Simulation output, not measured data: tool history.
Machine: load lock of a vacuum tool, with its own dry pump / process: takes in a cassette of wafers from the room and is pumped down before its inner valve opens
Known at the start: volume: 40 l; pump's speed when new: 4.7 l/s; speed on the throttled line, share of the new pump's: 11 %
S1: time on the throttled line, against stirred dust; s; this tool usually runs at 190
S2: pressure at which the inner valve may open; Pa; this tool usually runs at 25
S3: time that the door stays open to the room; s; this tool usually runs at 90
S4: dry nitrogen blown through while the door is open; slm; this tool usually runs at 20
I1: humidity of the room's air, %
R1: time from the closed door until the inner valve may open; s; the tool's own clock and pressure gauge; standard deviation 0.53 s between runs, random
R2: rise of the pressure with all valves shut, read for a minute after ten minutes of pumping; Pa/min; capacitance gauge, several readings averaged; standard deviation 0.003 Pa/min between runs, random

run      day   S1  S2   S3  S4    I1     R1     R2
  1    0.000  190  25   90  20  46.4  242.8  0.234
  2    6.838  190  25   90  20  44.9  243.7  0.248
  3   11.246  190  23   90  20  45.8  242.9  0.250
  4   18.200  190  22   90  20  45.7  243.6  0.261
  5   22.612  190  22   90  20  47.6  244.7  0.273
  6   25.500  190  25   90  20  43.2  242.7  0.270
  7   31.592  190  25   90  20  43.0  243.2  0.279
  8   38.471  190  25   90  20  45.9  243.6  0.293
  9   44.325  190  25   90  20  41.0  243.5  0.294
 10   48.408  190  38   90  20  43.7  238.8  0.305
 11   55.050  190  25   90  20  47.8  242.4  0.316
 12   61.154  190  25   90  44  45.6  243.0  0.316
 13   67.371  190  25   90  44  41.7  243.7  0.326
 14   71.783  190  25   90  44  44.7  243.5  0.335
 15   77.825  190  25   90  44  43.4  243.4  0.340
 16   80.821  190  25   90  44  40.4  243.1  0.352
 17   87.796  190  20   90  20  42.3  245.7  0.376
 18   92.917  190  20   90  20  44.5  245.8  0.391
 19   97.554  190  22   90  20  42.5  243.8  0.396
 20  102.071  190  25  192  20  46.8  244.0  0.422
 21  105.088  190  25  192  20  42.4  242.9  0.442
 22  111.208  266  18  192  20  47.5  313.6  0.439
 23  116.075  266  20   35   8  48.8  312.6  0.435
 24  121.588  134  31   26  20  40.4  192.5  0.425
 25  125.950  134  31   26  20  44.0  193.3  0.429
 26  131.529  134  47   26  20  44.4  189.6  0.448

For run 27, what comes out?
 27  136.704  134  47  26  20  45.2   ?   ?

{"run 27": {"R1": 188.8, "R2": 0.459}}
With the hidden condition absent and the run-to-run variation left alone, this run would have shown R1 183.9 s, R2 0.021 Pa/min.
